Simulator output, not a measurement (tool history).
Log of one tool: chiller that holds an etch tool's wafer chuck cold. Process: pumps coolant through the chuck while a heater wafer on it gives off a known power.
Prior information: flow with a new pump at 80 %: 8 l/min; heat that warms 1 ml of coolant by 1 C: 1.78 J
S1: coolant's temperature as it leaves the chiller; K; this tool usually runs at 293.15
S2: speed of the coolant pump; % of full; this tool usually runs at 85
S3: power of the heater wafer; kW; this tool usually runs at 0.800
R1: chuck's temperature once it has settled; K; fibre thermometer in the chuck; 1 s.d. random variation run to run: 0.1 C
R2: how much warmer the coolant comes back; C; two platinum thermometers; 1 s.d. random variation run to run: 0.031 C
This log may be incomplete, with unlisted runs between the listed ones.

| run | hour | S1 | S2 | S3 | R1 | R2 |
|---|---|---|---|---|---|---|
| 1 | 0.0 | 293.15 | 85 | 0.800 | 302.35 | 3.48 |
| 2 | 49.6 | 293.15 | 85 | 0.800 | 302.45 | 3.47 |
| 3 | 165.4 | 293.15 | 85 | 0.800 | 302.35 | 3.54 |
| 4 | 259.4 | 293.15 | 85 | 0.800 | 302.45 | 3.60 |
|  | 284.9 | coolant changed, channels flushed |
| 5 | 374.2 | 293.15 | 85 | 0.526 | 298.95 | 2.31 |
| 6 | 454.8 | 293.15 | 85 | 0.526 | 298.95 | 2.36 |
| 7 | 515.3 | 293.15 | 85 | 0.526 | 298.95 | 2.35 |
| 8 | 579.8 | 293.15 | 85 | 0.526 | 298.95 | 2.39 |
| 9 | 692.2 | 293.15 | 85 | 0.526 | 299.05 | 2.36 |
| 10 | 763.7 | 293.15 | 85 | 0.526 | 299.15 | 2.39 |
|  | 773.5 | chiller's thermometer calibrated |
| 11 | 813.8 | 293.15 | 85 | 0.526 | 299.55 | 2.34 |
| 12 | 909.0 | 293.15 | 85 | 0.526 | 299.65 | 2.33 |
| 13 | 1009.3 | 293.15 | 85 | 0.526 | 299.55 | 2.28 |
| 14 | 1078.3 | 296.15 | 85 | 0.860 | 305.95 | 3.87 |
| 15 | 1189.1 | 296.15 | 99 | 0.570 | 302.35 | 2.22 |
| 16 | 1288.3 | 296.15 | 99 | 0.570 | 302.35 | 2.20 |
| 17 | 1367.9 | 289.15 | 80 | 1.129 | 302.35 | 5.40 |
|  | 1386.1 | chiller's thermometer calibrated, once more |
| 18 | 1452.5 | 289.15 | 80 | 1.129 | 301.25 | 5.45 |
| 19 | 1571.2 | 289.15 | 86 | 0.546 | 294.65 | 2.50 |
| 20 | 1662.8 | 297.15 | 90 | 0.412 | 301.15 | 1.78 |

Below are 3 alternative next runs, each starting from the tool's condition after run 20. Predict each:
| A | 1769.6 | 297.15 | 87 | 0.721 | ? | ? |
| B | 1769.6 | 295.15 | 90 | 0.412 | ? | ? |
| C | 1769.6 | 298.15 | 71 | 0.748 | ? | ? |

| run | R1 | R2 |
|---|---|---|
| A | 304.55 | 3.27 |
| B | 299.35 | 1.83 |
| C | 306.95 | 4.02 |
What these runs would have given with no unlogged condition in the tool:
| run | R1 | R2 |
|---|---|---|
| A | 303.35 | 2.84 |
| B | 298.65 | 1.59 |
| C | 305.55 | 3.48 |
